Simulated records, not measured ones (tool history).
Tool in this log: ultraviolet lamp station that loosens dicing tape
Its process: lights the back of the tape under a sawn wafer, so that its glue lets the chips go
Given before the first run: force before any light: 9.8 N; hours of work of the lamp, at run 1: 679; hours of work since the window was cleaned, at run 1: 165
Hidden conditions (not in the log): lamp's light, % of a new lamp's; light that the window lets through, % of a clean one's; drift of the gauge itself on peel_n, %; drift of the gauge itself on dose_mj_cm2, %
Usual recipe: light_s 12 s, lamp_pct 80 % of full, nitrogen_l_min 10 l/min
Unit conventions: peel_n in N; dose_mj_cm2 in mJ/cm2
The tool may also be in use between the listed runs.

run   hour  light_s  lamp_pct  nitrogen_l_min  hours of work of the lamp  hours of work since the window was cleaned  peel_n  dose_mj_cm2
  1      0       12        80              10                        679                                         165   1.075          269
  2   13.2       12        80              10                        689                                         176    1.07          270
  3   33.2       12        80              10                        705                                         192   1.132          264
  4   44.1       12        80              10                        714                                         200   1.095          261
  5   68.4       12        71              10                        733                                         219   1.458          226
  6   80.9       12        80              10                        743                                         229    1.19          253
     101.5  -- window cleaned of glue's vapour
  7  104.9       10        80              10                        762                                           3   1.454          232
  8  121.9       12        77              10                        775                                          16   1.156          266
  9  132.9       12        77              10                        784                                          25   1.136          264
 10  151.5       12        77              10                        798                                          40   1.162          260
 11  175.9       14        77              10                        818                                          59   0.887          296
 12  192.1       14        77              10                        831                                          72   0.889          296
 13  212.4       14        77              10                        847                                          88   0.968          291
 14  227.2       14        77              10                        858                                          99   0.954          285
 15  241.9       14        77              10                        870                                         111   0.934          287
 16  256.1       14        77              10                        881                                         122   0.995          282
 17  278.9       14        77              10                        899                                         140   1.023          276
 18    303       14        77              10                        918                                         159   1.042          271
 19  321.8       14        77              10                        933                                         174   1.071          261
 20  341.1       14        77              10                        948                                         189   1.135          264
 21  364.3       14        77              10                        967                                         208   1.145          264
 22  385.9       12        62               4                        984                                         225    3.25          180
 23  397.6       12        68               9                        993                                         234   2.012          193
 24  408.1       13        76               7                       1001                                         242   1.763          235
     412.4  -- window cleaned of glue's vapour
 25  424.1       13        62               3                       1013                                           9   3.104          208
       446  -- lamp changed
 26    449       13        62               3                          2                                          28   1.887          294
 27    471       17        63               4                         20                                          46   0.941          389
 28  493.7       17        63               4                         38                                          64   0.947          381
 29  513.3        7        60               7                         53                                          79   3.235          151
 30  527.1        8        73               4                         64                                          90    2.81          207
 31  543.3        7        85              17                         77                                         103   1.392          208
 32  563.2       21        70               7                         93                                         118   0.292          503
 33  587.7        8        66               4                        112                                         138   3.127          179
 34  608.4        8        66               4                        128                                         154   3.256          177
 35  631.7        8        66               4                        147                                         173   3.278          176
 36    651        8        66               4                        162                                         188   3.389          172
 37    662       15        71               4                        171                                         197   1.151          347
 38  679.5       15        71               4                        185                                         210    1.22          344
 39  695.7       15        71               4                        197                                         223   1.242          340
 40  711.3        7        71               4                        210                                         236   3.562          158
     725.1  -- window cleaned of glue's vapour
 41  726.5        7        71               4                        221                                           1   3.402          171

What if the next run were any one of these 3? Each begins from the tool's condition after run 41:
  A  738.7       12        80               6                        231                                          11       ?            ?
  B  738.7       11        71               4                        231                                          11       ?            ?
  C  738.7        7        92               4                        231                                          11       ?            ?

run  peel_n  dose_mj_cm2
  A   0.978          328
  B   1.854          265
  C   2.455          221
The same runs, with their run-to-run variation unchanged, on a tool lacking any hidden condition would have given:
run  peel_n  dose_mj_cm2
  A   0.784          361
  B   1.574          292
  C   2.142          244

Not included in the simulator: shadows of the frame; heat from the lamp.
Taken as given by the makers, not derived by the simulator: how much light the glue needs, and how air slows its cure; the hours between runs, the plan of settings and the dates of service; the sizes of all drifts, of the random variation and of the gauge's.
